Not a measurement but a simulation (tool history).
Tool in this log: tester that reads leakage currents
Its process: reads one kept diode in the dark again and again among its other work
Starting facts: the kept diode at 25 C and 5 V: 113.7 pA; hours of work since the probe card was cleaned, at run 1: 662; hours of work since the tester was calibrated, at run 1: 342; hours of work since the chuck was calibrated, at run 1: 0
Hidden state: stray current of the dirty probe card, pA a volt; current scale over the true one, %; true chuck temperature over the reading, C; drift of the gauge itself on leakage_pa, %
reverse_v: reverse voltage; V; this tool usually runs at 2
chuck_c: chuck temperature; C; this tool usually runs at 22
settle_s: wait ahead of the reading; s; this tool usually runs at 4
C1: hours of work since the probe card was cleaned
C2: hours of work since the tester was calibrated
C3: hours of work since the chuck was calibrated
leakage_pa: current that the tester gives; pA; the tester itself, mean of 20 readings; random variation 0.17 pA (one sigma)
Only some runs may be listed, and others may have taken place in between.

{"run": 1, "hour": 0.0, "reverse_v": 2, "chuck_c": 22, "settle_s": 4, "C1": 662, "C2": 342, "C3": 0, "leakage_pa": 55.51}
{"run": 2, "hour": 56.8, "reverse_v": 2, "chuck_c": 22, "settle_s": 4, "C1": 695, "C2": 376, "C3": 34, "leakage_pa": 55.68}
{"run": 3, "hour": 145.4, "reverse_v": 2, "chuck_c": 22, "settle_s": 4, "C1": 747, "C2": 428, "C3": 86, "leakage_pa": 56.12}
{"run": 4, "hour": 242.0, "reverse_v": 2, "chuck_c": 22, "settle_s": 4, "C1": 804, "C2": 485, "C3": 143, "leakage_pa": 56.22}
{"run": 5, "hour": 363.9, "reverse_v": 2, "chuck_c": 22, "settle_s": 4, "C1": 876, "C2": 557, "C3": 215, "leakage_pa": 57.05}
{"run": 6, "hour": 473.3, "reverse_v": 2, "chuck_c": 22, "settle_s": 4, "C1": 941, "C2": 622, "C3": 279, "leakage_pa": 57.37}
{"run": 7, "hour": 556.5, "reverse_v": 2, "chuck_c": 22, "settle_s": 4, "C1": 990, "C2": 671, "C3": 328, "leakage_pa": 57.54}
{"run": 8, "hour": 665.7, "reverse_v": 2, "chuck_c": 22, "settle_s": 4, "C1": 1054, "C2": 735, "C3": 393, "leakage_pa": 58.22}
{"run": 9, "hour": 779.3, "reverse_v": 2, "chuck_c": 47, "settle_s": 4, "C1": 1121, "C2": 802, "C3": 460, "leakage_pa": 316.13}
{"run": 10, "hour": 910.7, "reverse_v": 19.9, "chuck_c": 22, "settle_s": 4, "C1": 1199, "C2": 880, "C3": 537, "leakage_pa": 218.8}
{"run": 11, "hour": 970.6, "reverse_v": 2, "chuck_c": 59, "settle_s": 4, "C1": 1234, "C2": 915, "C3": 573, "leakage_pa": 657.49}
{"run": 12, "hour": 1074.8, "reverse_v": 2, "chuck_c": 25, "settle_s": 4, "C1": 1296, "C2": 977, "C3": 634, "leakage_pa": 73.53}
{"run": 13, "hour": 1168.4, "reverse_v": 2, "chuck_c": 25, "settle_s": 4, "C1": 1351, "C2": 1032, "C3": 689, "leakage_pa": 74.16}
{"run": 14, "hour": 1301.1, "reverse_v": 2, "chuck_c": 34, "settle_s": 4, "C1": 1429, "C2": 1110, "C3": 768, "leakage_pa": 139.08}
{"run": 15, "hour": 1389.5, "reverse_v": 2, "chuck_c": 34, "settle_s": 4, "C1": 1482, "C2": 1162, "C3": 820, "leakage_pa": 139.53}
{"run": 16, "hour": 1478.7, "reverse_v": 2, "chuck_c": 34, "settle_s": 4, "C1": 1534, "C2": 1215, "C3": 873, "leakage_pa": 140.3}
{"run": 17, "hour": 1577.8, "reverse_v": 2, "chuck_c": 22, "settle_s": 4, "C1": 1593, "C2": 1273, "C3": 931, "leakage_pa": 61.28}
{"run": 18, "hour": 1687.4, "reverse_v": 2, "chuck_c": 20, "settle_s": 4, "C1": 1657, "C2": 1338, "C3": 996, "leakage_pa": 53.39}
{"run": 19, "hour": 1796.4, "reverse_v": 2, "chuck_c": 22, "settle_s": 4, "C1": 1722, "C2": 1402, "C3": 1060, "leakage_pa": 62.2}
{"run": 20, "hour": 1862.3, "reverse_v": 2, "chuck_c": 22, "settle_s": 4, "C1": 1761, "C2": 1441, "C3": 1099, "leakage_pa": 62.25}
{"run": 21, "hour": 1973.7, "reverse_v": 2, "chuck_c": 22, "settle_s": 4, "C1": 1826, "C2": 1507, "C3": 1165, "leakage_pa": 62.81}
{"run": 22, "hour": 2037.4, "reverse_v": 2, "chuck_c": 45, "settle_s": 3.31, "C1": 1864, "C2": 1545, "C3": 1202, "leakage_pa": 295.03}
{"run": 23, "hour": 2158.2, "reverse_v": 14.33, "chuck_c": 36, "settle_s": 0.48, "C1": 1935, "C2": 1616, "C3": 1273, "leakage_pa": 511.55}
{"run": 24, "hour": 2246.9, "reverse_v": 14.33, "chuck_c": 22, "settle_s": 0.48, "C1": 1987, "C2": 1668, "C3": 1326, "leakage_pa": 207.73}
{"run": 25, "hour": 2354.7, "reverse_v": 14.33, "chuck_c": 22, "settle_s": 0.48, "C1": 2051, "C2": 1732, "C3": 1389, "leakage_pa": 210.69}
{"run": 26, "hour": 2452.1, "reverse_v": 5.35, "chuck_c": 22, "settle_s": 0.88, "C1": 2109, "C2": 1789, "C3": 1447, "leakage_pa": 115.48}
{"run": 27, "hour": 2579.6, "reverse_v": 8.82, "chuck_c": 40, "settle_s": 8.95, "C1": 2184, "C2": 1865, "C3": 1522, "leakage_pa": 506.96}
{"run": 28, "hour": 2653.2, "reverse_v": 8.82, "chuck_c": 40, "settle_s": 8.95, "C1": 2227, "C2": 1908, "C3": 1566, "leakage_pa": 506.36}
{"hour": 2715.9, "done": "chuck's temperature calibrated"}
{"run": 29, "hour": 2789.2, "reverse_v": 2.43, "chuck_c": 52, "settle_s": 4, "C1": 2306, "C2": 1987, "C3": 43, "leakage_pa": 477.97}
{"run": 30, "hour": 2893.8, "reverse_v": 2.43, "chuck_c": 52, "settle_s": 4, "C1": 2368, "C2": 2049, "C3": 105, "leakage_pa": 478.77}
{"run": 31, "hour": 2948.9, "reverse_v": 1.06, "chuck_c": 22, "settle_s": 1.65, "C1": 2400, "C2": 2081, "C3": 137, "leakage_pa": 41.58}
{"run": 32, "hour": 3007.5, "reverse_v": 1.06, "chuck_c": 22, "settle_s": 1.65, "C1": 2435, "C2": 2116, "C3": 172, "leakage_pa": 41.69}
{"run": 33, "hour": 3066.9, "reverse_v": 2, "chuck_c": 22, "settle_s": 2.07, "C1": 2470, "C2": 2151, "C3": 207, "leakage_pa": 60.4}
{"run": 34, "hour": 3146.9, "reverse_v": 3.15, "chuck_c": 25, "settle_s": 4, "C1": 2517, "C2": 2198, "C3": 254, "leakage_pa": 96.64}
{"run": 35, "hour": 3201.1, "reverse_v": 16.25, "chuck_c": 54, "settle_s": 8.09, "C1": 2549, "C2": 2230, "C3": 286, "leakage_pa": 1567.9}
{"run": 36, "hour": 3298.6, "reverse_v": 16.25, "chuck_c": 60, "settle_s": 8.09, "C1": 2607, "C2": 2288, "C3": 344, "leakage_pa": 2242.11}
{"run": 37, "hour": 3362.8, "reverse_v": 4.97, "chuck_c": 22, "settle_s": 2.83, "C1": 2645, "C2": 2326, "C3": 382, "leakage_pa": 103.58}
{"run": 38, "hour": 3425.3, "reverse_v": 2.52, "chuck_c": 41, "settle_s": 4, "C1": 2682, "C2": 2362, "C3": 419, "leakage_pa": 251.85}
{"run": 39, "hour": 3531.0, "reverse_v": 4.96, "chuck_c": 41, "settle_s": 0.41, "C1": 2744, "C2": 2425, "C3": 481, "leakage_pa": 370.73}
{"hour": 3545.5, "done": "probe card cleaned and baked"}
{"run": 40, "hour": 3668.4, "reverse_v": 2, "chuck_c": 26, "settle_s": 1.91, "C1": 73, "C2": 2504, "C3": 560, "leakage_pa": 79.62}
{"run": 41, "hour": 3789.0, "reverse_v": 2, "chuck_c": 22, "settle_s": 0.31, "C1": 144, "C2": 2575, "C3": 631, "leakage_pa": 62.14}

Take each entry between the runs: how does the hidden state at the last listed run before it differ from the hidden state at the first listed run after it?
After run 28, before run 29: chuck's temperature calibrated (hour 2715.9)
  stray current of the dirty probe card, pA a volt: 1.128 -> 1.167; current scale over the true one, %: 1.23 -> 1.27; true chuck temperature over the reading, C: 1.65 -> 0.14
  measured less the result without the state, leakage_pa: +66.23 -> +12.91 pA
After run 39, before run 40: probe card cleaned and baked (hour 3545.5)
  stray current of the dirty probe card, pA a volt: 1.386 -> 0.057; current scale over the true one, %: 1.53 -> 1.58; true chuck temperature over the reading, C: 0.64 -> 0.73
  measured less the result without the state, leakage_pa: +26.74 -> +5.28 pA
